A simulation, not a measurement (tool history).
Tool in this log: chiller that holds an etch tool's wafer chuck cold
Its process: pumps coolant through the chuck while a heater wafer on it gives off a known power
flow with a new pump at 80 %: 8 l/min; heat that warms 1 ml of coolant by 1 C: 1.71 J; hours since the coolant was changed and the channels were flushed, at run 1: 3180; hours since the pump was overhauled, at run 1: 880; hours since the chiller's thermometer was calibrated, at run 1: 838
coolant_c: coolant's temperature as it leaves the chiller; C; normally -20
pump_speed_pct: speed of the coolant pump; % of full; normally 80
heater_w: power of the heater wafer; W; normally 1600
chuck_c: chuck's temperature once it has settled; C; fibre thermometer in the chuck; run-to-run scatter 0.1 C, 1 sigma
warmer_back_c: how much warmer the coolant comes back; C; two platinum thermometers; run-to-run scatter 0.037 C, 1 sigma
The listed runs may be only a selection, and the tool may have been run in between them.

| run | hour | coolant_c | pump_speed_pct | heater_w | hours since the coolant was changed and the channels were flushed | hours since the pump was overhauled | hours since the chiller's thermometer was calibrated | chuck_c | warmer_back_c |
|---|---|---|---|---|---|---|---|---|---|
| 1 | 0 | -20 | 80 | 1600 | 3180 | 880 | 838 | -6.9 | 7.1 |
| 2 | 29.3 | -20 | 80 | 1670 | 3209 | 909 | 868 | -6.3 | 7.46 |
| 3 | 49.8 | -20 | 62 | 1670 | 3230 | 929 | 888 | -2.6 | 9.92 |
| 4 | 70.6 | -20 | 62 | 1670 | 3250 | 950 | 909 | -2.6 | 9.89 |
| 5 | 92.9 | -20 | 62 | 1670 | 3273 | 973 | 931 | -2.5 | 9.93 |
| 6 | 124.8 | -20 | 80 | 1600 | 3305 | 1004 | 963 | -7.1 | 7.15 |
| 7 | 148.2 | -20 | 80 | 1600 | 3328 | 1028 | 987 | -6.7 | 7.07 |
| 8 | 163.9 | -20 | 78 | 1600 | 3344 | 1044 | 1002 | -6.4 | 7.35 |
| 9 | 180.5 | -20 | 78 | 1600 | 3360 | 1060 | 1019 | -6.6 | 7.37 |
| 10 | 203.2 | -30 | 80 | 1600 | 3383 | 1083 | 1042 | -16.7 | 7.06 |
| 11 | 221.7 | -30 | 80 | 1600 | 3401 | 1101 | 1060 | -16.8 | 7.13 |
| 12 | 251.7 | -23 | 80 | 1600 | 3431 | 1131 | 1090 | -9.6 | 7.06 |
| 13 | 269.3 | -20 | 80 | 1600 | 3449 | 1149 | 1108 | -6.8 | 7.12 |
| 14 | 292.1 | -20 | 80 | 1600 | 3472 | 1172 | 1130 | -7 | 7.18 |
| 15 | 322.4 | -20 | 80 | 1600 | 3502 | 1202 | 1161 | -6.8 | 7.16 |
| 16 | 349.2 | -20 | 80 | 1600 | 3529 | 1229 | 1188 | -6.7 | 7.05 |
| 17 | 376.2 | -20 | 80 | 1600 | 3556 | 1256 | 1215 | -6.8 | 7.22 |
| 18 | 396.9 | -11 | 80 | 1600 | 3577 | 1277 | 1235 | 2.3 | 7.18 |
| 19 | 426.8 | -11 | 80 | 1600 | 3607 | 1306 | 1265 | 2.3 | 7.14 |
| 20 | 451.5 | -25 | 70 | 1264 | 3631 | 1331 | 1290 | -13 | 6.6 |
| 21 | 472.8 | -20 | 92 | 1588 | 3653 | 1352 | 1311 | -8.4 | 6.11 |
| 22 | 503.7 | -29 | 81 | 929 | 3683 | 1383 | 1342 | -21.2 | 4.15 |
| 23 | 532.7 | -29 | 81 | 929 | 3712 | 1412 | 1371 | -21.2 | 4.07 |
| 24 | 564.8 | -29 | 69 | 1596 | 3745 | 1444 | 1403 | -13.7 | 8.46 |
| 25 | 591.4 | -17 | 67 | 1482 | 3771 | 1471 | 1430 | -2.4 | 8.05 |
| 26 | 607.3 | -26 | 95 | 1600 | 3787 | 1487 | 1446 | -14.6 | 5.91 |
| 27 | 637.9 | -20 | 71 | 851 | 3818 | 1518 | 1476 | -12 | 4.36 |
| 28 | 667.7 | -16 | 62 | 2159 | 3847 | 1547 | 1506 | 7 | 12.88 |
| 29 | 696.4 | -28 | 62 | 2159 | 3876 | 1576 | 1535 | -5 | 12.92 |
| 30 | 722.7 | -28 | 62 | 1139 | 3903 | 1602 | 1561 | -15.7 | 6.86 |
| 31 | 738.2 | -25 | 64 | 2352 | 3918 | 1618 | 1577 | -0.6 | 13.58 |
| 32 | 760.6 | -17 | 64 | 2264 | 3940 | 1640 | 1599 | 6.6 | 13.12 |

Alternative continuations, all from the tool just after run 32; predict every row:
| A | 787 | -17 | 64 | 879 | 3967 | 1667 | 1625 | ? | ? |
| B | 787 | -17 | 64 | 1368 | 3967 | 1667 | 1625 | ? | ? |
| C | 787 | -17 | 64 | 2171 | 3967 | 1667 | 1625 | ? | ? |
| D | 787 | -17 | 81 | 2264 | 3967 | 1667 | 1625 | ? | ? |

| run | chuck_c | warmer_back_c |
|---|---|---|
| A | -7.6 | 5.06 |
| B | -2.7 | 7.94 |
| C | 5.5 | 12.63 |
| D | 1.8 | 10.08 |
What these runs would have given with no unlogged condition in the tool:
| run | chuck_c | warmer_back_c |
|---|---|---|
| A | -8.6 | 4.93 |
| B | -4.2 | 7.73 |
| C | 3.3 | 12.31 |
| D | 0 | 9.82 |
